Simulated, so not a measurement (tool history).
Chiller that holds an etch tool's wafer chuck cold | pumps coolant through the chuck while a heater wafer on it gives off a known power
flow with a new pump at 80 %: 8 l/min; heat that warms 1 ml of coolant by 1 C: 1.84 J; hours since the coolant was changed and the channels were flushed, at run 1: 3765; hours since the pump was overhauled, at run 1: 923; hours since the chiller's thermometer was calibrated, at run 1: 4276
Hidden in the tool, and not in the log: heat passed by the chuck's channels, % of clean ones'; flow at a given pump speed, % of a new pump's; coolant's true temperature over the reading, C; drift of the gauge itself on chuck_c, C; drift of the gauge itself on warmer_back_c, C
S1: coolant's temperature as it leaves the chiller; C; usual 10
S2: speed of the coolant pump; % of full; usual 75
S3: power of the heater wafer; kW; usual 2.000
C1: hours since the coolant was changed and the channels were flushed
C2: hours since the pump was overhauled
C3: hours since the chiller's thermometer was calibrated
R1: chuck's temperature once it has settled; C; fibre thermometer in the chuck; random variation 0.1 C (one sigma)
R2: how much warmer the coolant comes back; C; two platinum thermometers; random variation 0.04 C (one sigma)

{"run": 1, "hour": 0.0, "S1": 10, "S2": 75, "S3": 2.0, "C1": 3765, "C2": 923, "C3": 4276, "R1": 25.8, "R2": 8.9}
{"run": 2, "hour": 36.8, "S1": 10, "S2": 75, "S3": 2.0, "C1": 3802, "C2": 960, "C3": 4313, "R1": 25.6, "R2": 8.94}
{"hour": 58.0, "done": "chiller's thermometer calibrated"}
{"run": 3, "hour": 72.7, "S1": 10, "S2": 75, "S3": 2.0, "C1": 3837, "C2": 995, "C3": 15, "R1": 25.6, "R2": 8.86}
{"run": 4, "hour": 89.8, "S1": 10, "S2": 75, "S3": 2.0, "C1": 3854, "C2": 1012, "C3": 32, "R1": 25.5, "R2": 8.97}
{"run": 5, "hour": 107.8, "S1": 10, "S2": 75, "S3": 2.0, "C1": 3872, "C2": 1030, "C3": 50, "R1": 25.7, "R2": 8.91}
{"run": 6, "hour": 124.5, "S1": 10, "S2": 75, "S3": 2.0, "C1": 3889, "C2": 1046, "C3": 67, "R1": 25.7, "R2": 8.92}
{"run": 7, "hour": 140.3, "S1": 12, "S2": 75, "S3": 2.0, "C1": 3904, "C2": 1062, "C3": 82, "R1": 27.6, "R2": 8.94}
{"run": 8, "hour": 167.2, "S1": 12, "S2": 75, "S3": 2.0, "C1": 3931, "C2": 1089, "C3": 109, "R1": 27.6, "R2": 8.87}
{"run": 9, "hour": 204.6, "S1": 12, "S2": 75, "S3": 2.0, "C1": 3969, "C2": 1126, "C3": 147, "R1": 27.7, "R2": 8.88}
{"run": 10, "hour": 222.1, "S1": 14, "S2": 75, "S3": 2.0, "C1": 3986, "C2": 1144, "C3": 164, "R1": 29.5, "R2": 8.91}
{"run": 11, "hour": 260.5, "S1": 5, "S2": 97, "S3": 1.171, "C1": 4025, "C2": 1182, "C3": 202, "R1": 12.6, "R2": 3.91}
{"run": 12, "hour": 295.1, "S1": 11, "S2": 66, "S3": 1.71, "C1": 4059, "C2": 1217, "C3": 237, "R1": 25.8, "R2": 8.8}
{"run": 13, "hour": 322.5, "S1": 11, "S2": 66, "S3": 1.71, "C1": 4087, "C2": 1244, "C3": 265, "R1": 25.7, "R2": 8.8}
{"run": 14, "hour": 341.5, "S1": 15, "S2": 68, "S3": 1.035, "C1": 4106, "C2": 1263, "C3": 283, "R1": 23.7, "R2": 5.16}

Forecast run 15:
{"run": 15, "hour": 362.9, "S1": 10, "S2": 86, "S3": 1.159, "C1": 4127, "C2": 1285, "C3": 305, "R1": "?", "R2": "?"}

{"run 15": {"R1": 18.2, "R2": 4.45}}
Without the tool's hidden state the same run would have given R1 17.6 C, R2 4.38 C.

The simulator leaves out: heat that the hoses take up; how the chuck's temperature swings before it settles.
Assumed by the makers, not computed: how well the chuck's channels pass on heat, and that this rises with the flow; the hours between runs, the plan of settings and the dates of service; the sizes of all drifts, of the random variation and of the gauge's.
